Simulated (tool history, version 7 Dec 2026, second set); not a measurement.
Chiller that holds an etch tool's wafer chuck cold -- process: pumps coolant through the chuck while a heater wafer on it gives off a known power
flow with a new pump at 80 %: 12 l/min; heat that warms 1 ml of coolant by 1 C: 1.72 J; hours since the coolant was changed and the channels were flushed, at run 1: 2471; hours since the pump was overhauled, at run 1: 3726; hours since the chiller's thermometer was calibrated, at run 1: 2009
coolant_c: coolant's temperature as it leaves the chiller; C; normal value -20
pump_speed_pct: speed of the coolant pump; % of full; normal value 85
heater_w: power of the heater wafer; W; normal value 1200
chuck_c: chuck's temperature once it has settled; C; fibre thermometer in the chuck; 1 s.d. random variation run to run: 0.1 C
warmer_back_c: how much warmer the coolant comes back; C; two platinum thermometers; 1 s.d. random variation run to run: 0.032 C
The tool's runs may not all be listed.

run     day  coolant_c  pump_speed_pct  heater_w  hours since the coolant was changed and the channels were flushed  hours since the pump was overhauled  hours since the chiller's thermometer was calibrated  chuck_c  warmer_back_c
  1   0.000        -20              85      1200                                                               2471                                 3726                                                  2009     -9.9           3.27
  2   2.396        -20              85      1429                                                               2529                                 3784                                                  2066     -7.8           3.92
  3   5.158        -20              85      1366                                                               2595                                 3850                                                  2132     -8.3           3.76
      7.000  -- chiller's thermometer calibrated
  4   7.104        -20              85      1200                                                               2641                                 3896                                                     3     -9.7           3.32
  5   9.729        -20              85      1200                                                               2704                                 3959                                                    65     -9.7           3.27
  6  11.800        -26              85      1200                                                               2753                                 4008                                                   115    -15.9           3.38
  7  14.750        -26              85      1200                                                               2824                                 4079                                                   186    -15.9           3.28
  8  19.208        -20              85       875                                                               2931                                 4186                                                   293    -12.7           2.42
  9  23.871        -20              85      1393                                                               3043                                 4298                                                   405     -8.2           3.85
 10  25.954        -20              85      1393                                                               3093                                 4348                                                   455     -8.0           3.85
 11  30.633        -20              61      1200                                                               3205                                 4460                                                   567     -6.2           4.72
 12  35.250        -26              73      1200                                                               3316                                 4571                                                   678    -14.4           3.93
 13  38.288        -26              73      1200                                                               3389                                 4644                                                   751    -14.2           3.92
 14  42.529        -20              94       634                                                               3491                                 4746                                                   853    -15.1           1.67
 15  45.829        -23              63      1232                                                               3570                                 4825                                                   932     -9.1           4.64
 16  49.954        -23              63      1232                                                               3669                                 4924                                                  1031     -9.3           4.65

Run 17 is up next; what results do you expect?
 17  52.117        -23              85      1200                                                               3721                                 4976                                                  1083        ?              ?

Run 17 gave chuck_c -12.8 C, warmer_back_c 3.45 C.
With no hidden state in the tool, this same run would have given chuck_c -12.8 C, warmer_back_c 3.35 C.
